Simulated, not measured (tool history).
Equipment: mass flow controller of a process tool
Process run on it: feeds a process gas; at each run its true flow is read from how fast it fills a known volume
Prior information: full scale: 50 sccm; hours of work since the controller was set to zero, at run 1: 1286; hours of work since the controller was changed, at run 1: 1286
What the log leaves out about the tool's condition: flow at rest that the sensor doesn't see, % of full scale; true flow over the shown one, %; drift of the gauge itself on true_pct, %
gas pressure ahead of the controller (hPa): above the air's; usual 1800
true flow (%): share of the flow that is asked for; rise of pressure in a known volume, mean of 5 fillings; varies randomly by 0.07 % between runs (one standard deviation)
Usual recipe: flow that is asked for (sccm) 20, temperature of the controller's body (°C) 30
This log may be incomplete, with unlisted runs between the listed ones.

run     day  flow that is asked for (sccm)  gas pressure ahead of the controller (hPa)  temperature of the controller's body (°C)  hours of work since the controller was set to zero  hours of work since the controller was changed  true flow (%)
  1   0.000                             20                                        1800                                         30                                                1286                                            1286          97.74
  2   2.142                             20                                        1800                                         30                                                1311                                            1311          97.81
  3   5.321                             20                                        1800                                         23                                                1348                                            1348          98.27
  4   8.388                             20                                        1800                                         30                                                1383                                            1383          97.80
  5  11.342                             20                                        1800                                         30                                                1418                                            1418          97.66
  6  13.775                             24                                        1800                                         30                                                1446                                            1446          98.02
  7  17.950                             20                                        1800                                         32                                                1495                                            1495          97.57
  8  20.771                             20                                        1800                                         32                                                1528                                            1528          97.61
  9  23.350                             20                                        1800                                         32                                                1558                                            1558          97.67
 10  26.246                             20                                        1800                                         30                                                1592                                            1592          97.71
 11  28.358                             20                                        1800                                         30                                                1616                                            1616          97.80
 12  30.562                             20                                        1800                                         30                                                1642                                            1642          97.85
 13  33.104                             20                                        1800                                         30                                                1672                                            1672          97.76
     33.388  -- controller's zero set anew
 14  35.571                             20                                        1770                                         30                                                  25                                            1700          97.50
 15  39.467                             20                                        1620                                         30                                                  71                                            1746          97.53
 16  41.942                             20                                        1620                                         30                                                 100                                            1775          97.41
 17  43.696                             16                                        1800                                         30                                                 120                                            1795          97.12
 18  46.650                             16                                        1800                                         30                                                 155                                            1830          97.05
 19  50.862                             16                                        2700                                         30                                                 204                                            1879          97.34
     51.204  -- controller's zero set anew, once more
 20  54.050                             20                                        2270                                         27                                                  33                                            1916          98.72
 21  55.808                             20                                        2270                                         27                                                  54                                            1936          98.64
 22  57.600                             12                                        1570                                         33                                                  75                                            1957          97.57
 23  59.396                              7                                        1570                                         24                                                  96                                            1978          98.09
 24  62.725                             20                                        2760                                         30                                                 134                                            2017          98.48
 25  65.350                             20                                        2760                                         30                                                 165                                            2048          98.62
 26  67.579                             20                                        1800                                         27                                                 191                                            2074          98.40
 27  70.888                             17                                        1490                                         30                                                 230                                            2112          97.96
 28  73.946                             36                                        1800                                         23                                                 265                                            2148          99.60
 29  75.883                             27                                        1800                                         23                                                 288                                            2170          99.31

Subtracting, for every run, the result it would have given without the tool's unlogged condition from the measured result gives the following. The same run-to-run variation enters both numbers; the gauge's scatter may not:
run  true flow (%)
  1          -0.38
  2          -0.38
  3          -0.38
  4          -0.39
  5          -0.38
  6          -0.32
  7          -0.38
  8          -0.38
  9          -0.39
 10          -0.39
 11          -0.38
 12          -0.39
 13          -0.39
 14          -0.65
 15          -0.64
 16          -0.65
 17          -0.83
 18          -0.84
 19          -0.84
 20          +0.08
 21          +0.08
 22          +0.04
 23          -0.04
 24          +0.08
 25          +0.09
 26          +0.08
 27          +0.07
 28          +0.13
 29          +0.12
